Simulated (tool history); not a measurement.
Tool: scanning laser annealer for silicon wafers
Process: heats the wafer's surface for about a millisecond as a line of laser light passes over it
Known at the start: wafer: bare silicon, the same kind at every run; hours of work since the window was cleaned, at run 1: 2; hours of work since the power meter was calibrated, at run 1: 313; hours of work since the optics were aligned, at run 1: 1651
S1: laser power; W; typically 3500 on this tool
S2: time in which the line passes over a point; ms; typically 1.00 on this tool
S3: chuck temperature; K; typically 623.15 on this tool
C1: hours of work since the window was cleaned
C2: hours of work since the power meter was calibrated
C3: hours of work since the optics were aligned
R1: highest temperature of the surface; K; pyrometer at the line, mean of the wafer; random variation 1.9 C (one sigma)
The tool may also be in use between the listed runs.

run 1 hour=0.0 | S1=3500 S2=1.00 S3=623.15 | C1=2 C2=313 C3=1651 | R1=1432.15
run 2 hour=20.1 | S1=3500 S2=1.00 S3=623.15 | C1=13 C2=324 C3=1663 | R1=1430.15
run 3 hour=34.0 | S1=2993 S2=1.00 S3=623.15 | C1=21 C2=332 C3=1670 | R1=1287.15
run 4 hour=42.6 | S1=2993 S2=1.00 S3=623.15 | C1=25 C2=336 C3=1675 | R1=1283.15
run 5 hour=62.5 | S1=3500 S2=0.82 S3=623.15 | C1=37 C2=348 C3=1686 | R1=1337.15
-- hour=72.9 optics aligned, line set to its width
run 6 hour=85.1 | S1=3500 S2=0.82 S3=623.15 | C1=46 C2=357 C3=7 | R1=1354.15
run 7 hour=101.6 | S1=3500 S2=1.00 S3=623.15 | C1=56 C2=367 C3=16 | R1=1439.15
run 8 hour=114.3 | S1=3500 S2=1.00 S3=623.15 | C1=63 C2=374 C3=23 | R1=1445.15
run 9 hour=127.6 | S1=3500 S2=1.00 S3=623.15 | C1=70 C2=381 C3=31 | R1=1444.15
run 10 hour=136.1 | S1=3500 S2=1.00 S3=623.15 | C1=75 C2=386 C3=35 | R1=1443.15
run 11 hour=151.2 | S1=3500 S2=1.00 S3=623.15 | C1=83 C2=395 C3=44 | R1=1443.15
run 12 hour=163.8 | S1=3043 S2=1.00 S3=623.15 | C1=91 C2=402 C3=51 | R1=1310.15
run 13 hour=178.8 | S1=3043 S2=1.00 S3=623.15 | C1=99 C2=410 C3=59 | R1=1306.15
run 14 hour=191.8 | S1=3043 S2=1.00 S3=623.15 | C1=106 C2=417 C3=67 | R1=1312.15
run 15 hour=211.2 | S1=3043 S2=1.00 S3=623.15 | C1=117 C2=428 C3=78 | R1=1307.15
run 16 hour=231.5 | S1=3282 S2=1.00 S3=623.15 | C1=128 C2=440 C3=89 | R1=1373.15
run 17 hour=251.2 | S1=3282 S2=1.00 S3=623.15 | C1=140 C2=451 C3=100 | R1=1372.15
run 18 hour=266.2 | S1=3282 S2=1.00 S3=623.15 | C1=148 C2=459 C3=108 | R1=1374.15
run 19 hour=282.0 | S1=3282 S2=1.00 S3=623.15 | C1=157 C2=468 C3=117 | R1=1372.15
run 20 hour=295.2 | S1=3282 S2=1.00 S3=623.15 | C1=164 C2=475 C3=125 | R1=1373.15
run 21 hour=314.2 | S1=3500 S2=0.86 S3=623.15 | C1=175 C2=486 C3=135 | R1=1371.15
run 22 hour=330.5 | S1=3500 S2=0.86 S3=623.15 | C1=184 C2=495 C3=144 | R1=1367.15
run 23 hour=340.7 | S1=3512 S2=1.00 S3=590.15 | C1=190 C2=501 C3=150 | R1=1407.15
run 24 hour=350.3 | S1=3612 S2=0.90 S3=645.15 | C1=195 C2=506 C3=155 | R1=1437.15
run 25 hour=362.1 | S1=3612 S2=0.90 S3=645.15 | C1=202 C2=513 C3=162 | R1=1438.15
run 26 hour=373.0 | S1=3612 S2=0.90 S3=645.15 | C1=208 C2=519 C3=168 | R1=1436.15
run 27 hour=393.0 | S1=3612 S2=0.90 S3=645.15 | C1=219 C2=530 C3=179 | R1=1436.15
run 28 hour=401.6 | S1=3211 S2=0.71 S3=649.15 | C1=224 C2=535 C3=184 | R1=1246.15
-- hour=405.6 laser's power meter calibrated
run 29 hour=414.4 | S1=3211 S2=0.71 S3=649.15 | C1=229 C2=5 C3=190 | R1=1242.15
run 30 hour=432.2 | S1=3052 S2=1.00 S3=623.15 | C1=239 C2=15 C3=200 | R1=1303.15
run 31 hour=443.7 | S1=3574 S2=0.89 S3=623.15 | C1=246 C2=21 C3=206 | R1=1395.15
-- hour=456.5 laser's power meter calibrated, once more
run 32 hour=457.3 | S1=3268 S2=0.89 S3=623.15 | C1=252 C2=0 C3=212 | R1=1322.15
run 33 hour=467.9 | S1=3355 S2=1.00 S3=643.15 | C1=258 C2=6 C3=218 | R1=1414.15
run 34 hour=487.8 | S1=3473 S2=0.75 S3=602.15 | C1=269 C2=18 C3=229 | R1=1280.15
run 35 hour=501.5 | S1=3473 S2=0.75 S3=602.15 | C1=276 C2=25 C3=237 | R1=1283.15
run 36 hour=520.4 | S1=3037 S2=1.12 S3=623.15 | C1=287 C2=36 C3=247 | R1=1346.15
run 37 hour=540.8 | S1=3839 S2=0.76 S3=614.15 | C1=298 C2=47 C3=259 | R1=1389.15
run 38 hour=560.4 | S1=3839 S2=0.76 S3=614.15 | C1=309 C2=58 C3=270 | R1=1390.15
run 39 hour=580.3 | S1=3569 S2=1.00 S3=630.15 | C1=321 C2=69 C3=281 | R1=1459.15
run 40 hour=589.6 | S1=3500 S2=1.20 S3=621.15 | C1=326 C2=75 C3=286 | R1=1521.15
run 41 hour=608.4 | S1=3002 S2=0.96 S3=589.15 | C1=336 C2=85 C3=297 | R1=1239.15
run 42 hour=618.2 | S1=3495 S2=0.93 S3=655.15 | C1=342 C2=91 C3=302 | R1=1429.15

How the hidden state differs across the entries between the runs, from the last listed run before each to the first after it:
Runs 5 to 6: optics aligned, line set to its width (hour 72.9)
  light that passes the window, % of a clean one's: 99.59 -> 99.55; laser's true power over the reading, %: -0.51 -> -0.52; width of the line over the set one, %: 3.1 -> 0.34
  measured minus no-state result, R1: -24.00 -> -11.00 K
Runs 28 to 29: laser's power meter calibrated (hour 405.6)
  light that passes the window, % of a clean one's: 98.83 -> 98.81; laser's true power over the reading, %: -0.64 -> -0.91; width of the line over the set one, %: 0.66 -> 0.67
  measured minus no-state result, R1: -17.00 -> -19.00 K
Runs 31 to 32: laser's power meter calibrated, once more (hour 456.5)
  light that passes the window, % of a clean one's: 98.74 -> 98.72; laser's true power over the reading, %: -0.92 -> -0.17; width of the line over the set one, %: 0.7 -> 0.71
  measured minus no-state result, R1: -25.00 -> -16.00 K
